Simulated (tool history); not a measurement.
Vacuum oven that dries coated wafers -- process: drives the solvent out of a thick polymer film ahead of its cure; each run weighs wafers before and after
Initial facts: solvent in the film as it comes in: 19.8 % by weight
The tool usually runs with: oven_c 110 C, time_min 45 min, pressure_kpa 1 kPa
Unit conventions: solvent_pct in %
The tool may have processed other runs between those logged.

Run 1, day 0: usual settings. Result: solvent_pct 1.35 %.
Run 2, day 0.767: usual settings but pressure_kpa 2.72 kPa. Result: solvent_pct 1.93 %.
Run 3, day 1.317: usual settings but pressure_kpa 2.72 kPa. Result: solvent_pct 1.95 %.
Run 4, day 1.983: usual settings. Result: solvent_pct 1.34 %.
Run 5, day 2.954: usual settings but oven_c 124 C. Result: solvent_pct 0.38 %.
Run 6, day 3.688: usual settings but oven_c 103 C. Result: solvent_pct 2.49 %.
Run 7, day 4.638: usual settings but oven_c 103 C. Result: solvent_pct 2.48 %.
Run 8, day 5.612: usual settings. Result: solvent_pct 1.36 %.
Run 9, day 6.062: usual settings. Result: solvent_pct 1.35 %.
Run 10, day 6.842: usual settings. Result: solvent_pct 1.36 %.
Run 11, day 7.246: usual settings. Result: solvent_pct 1.35 %.
Run 12, day 8.154: usual settings. Result: solvent_pct 1.34 %.
Run 13, day 8.721: usual settings. Result: solvent_pct 1.37 %.
Run 14, day 9.475: usual settings but pressure_kpa 1.73 kPa. Result: solvent_pct 1.58 %.
Run 15, day 10.2: usual settings. Result: solvent_pct 1.33 %.
Run 16, day 11.154: usual settings but time_min 29 min. Result: solvent_pct 2.99 %.
Run 17, day 11.625: usual settings but oven_c 98 C, time_min 29 min. Result: solvent_pct 5.95 %.
Run 18, day 12.325: usual settings but oven_c 98 C, time_min 29 min. Result: solvent_pct 5.97 %.
Run 19, day 12.75: usual settings but oven_c 98 C, time_min 29 min. Result: solvent_pct 6 %.
Run 20, day 13.446: usual settings but oven_c 98 C, time_min 29 min. Result: solvent_pct 5.96 %.
Run 21, day 14.025: usual settings but oven_c 98 C, time_min 29 min. Result: solvent_pct 5.97 %.
Run 22, day 14.988: usual settings but pressure_kpa 0.66 kPa. Result: solvent_pct 1.23 %.
Run 23, day 15.917: usual settings but pressure_kpa 0.66 kPa. Result: solvent_pct 1.21 %.
Run 24, day 16.4: usual settings but time_min 35 min, pressure_kpa 3.58 kPa. Result: solvent_pct 3.06 %.
Run 25, day 17.05: usual settings but oven_c 104 C, time_min 41 min, pressure_kpa 3.15 kPa. Result: solvent_pct 3.51 %.
Run 26, day 17.946: usual settings but oven_c 104 C, time_min 41 min, pressure_kpa 3.15 kPa. Result: solvent_pct 3.53 %.
Run 27, day 18.475: usual settings but oven_c 107 C. Result: solvent_pct 1.78 %.
Run 28, day 19.238: usual settings but oven_c 118 C, pressure_kpa 1.64 kPa. Result: solvent_pct 0.78 %.
Run 29, day 19.967: usual settings but oven_c 107 C, time_min 24 min, pressure_kpa 3.6 kPa. Result: solvent_pct 5.45 %.
Run 30, day 20.508: usual settings but oven_c 121 C, time_min 75 min. Result: solvent_pct 0.25 %.
Run 31, day 21.15: usual settings but oven_c 121 C, time_min 75 min, pressure_kpa 1.93 kPa. Result: solvent_pct 0.5 %.
Run 32, day 21.871: usual settings but oven_c 121 C, time_min 75 min, pressure_kpa 1.93 kPa. Result: solvent_pct 0.51 %.
Run 33, day 22.442: usual settings but oven_c 121 C, time_min 74 min, pressure_kpa 1.93 kPa. Result: solvent_pct 0.5 %.
Run 34, day 23.229: usual settings but oven_c 108 C, time_min 33 min, pressure_kpa 1.39 kPa. Result: solvent_pct 2.94 %.
Run 35, day 23.642: usual settings but pressure_kpa 2.87 kPa. Result: solvent_pct 1.97 %.
Run 36, day 24.558: usual settings but pressure_kpa 2.87 kPa. Result: solvent_pct 1.98 %.
Run 37, day 25.142: usual settings but oven_c 97 C, pressure_kpa 0.79 kPa. Result: solvent_pct 3.69 %.
Run 38, day 25.583: usual settings but oven_c 114 C, time_min 52 min, pressure_kpa 2.87 kPa. Result: solvent_pct 1.25 %.
Run 39, day 26.354: usual settings but oven_c 103 C, time_min 37 min, pressure_kpa 3.09 kPa. Result: solvent_pct 4.14 %.
Run 40, day 27.254: usual settings but oven_c 115 C, time_min 49 min, pressure_kpa 1.26 kPa. Result: solvent_pct 0.78 %.
Run 41, day 27.733: usual settings but time_min 35 min, pressure_kpa 0.83 kPa. Result: solvent_pct 2.12 %.
Run 42, day 28.425: usual settings but time_min 61 min, pressure_kpa 0.85 kPa. Result: solvent_pct 0.68 %.
Run 43, day 29.271: usual settings but time_min 61 min, pressure_kpa 0.52 kPa. Result: solvent_pct 0.56 %.

Branching from run 43: 3 alternative next runs. What would each branch give?
Run A, day 29.996: usual settings but oven_c 123 C, time_min 33 min, pressure_kpa 1.31 kPa. Result: solvent_pct ?.
Run B, day 29.996: usual settings but time_min 43 min, pressure_kpa 2.23 kPa. Result: solvent_pct ?.
Run C, day 29.996: usual settings but oven_c 107 C, time_min 29 min, pressure_kpa 2.89 kPa. Result: solvent_pct ?.

run  solvent_pct
  A         0.82
  B         1.89
  C          4.3
With no hidden state in the tool, these same runs would have given:
run  solvent_pct
  A         0.82
  B          1.9
  C         4.32

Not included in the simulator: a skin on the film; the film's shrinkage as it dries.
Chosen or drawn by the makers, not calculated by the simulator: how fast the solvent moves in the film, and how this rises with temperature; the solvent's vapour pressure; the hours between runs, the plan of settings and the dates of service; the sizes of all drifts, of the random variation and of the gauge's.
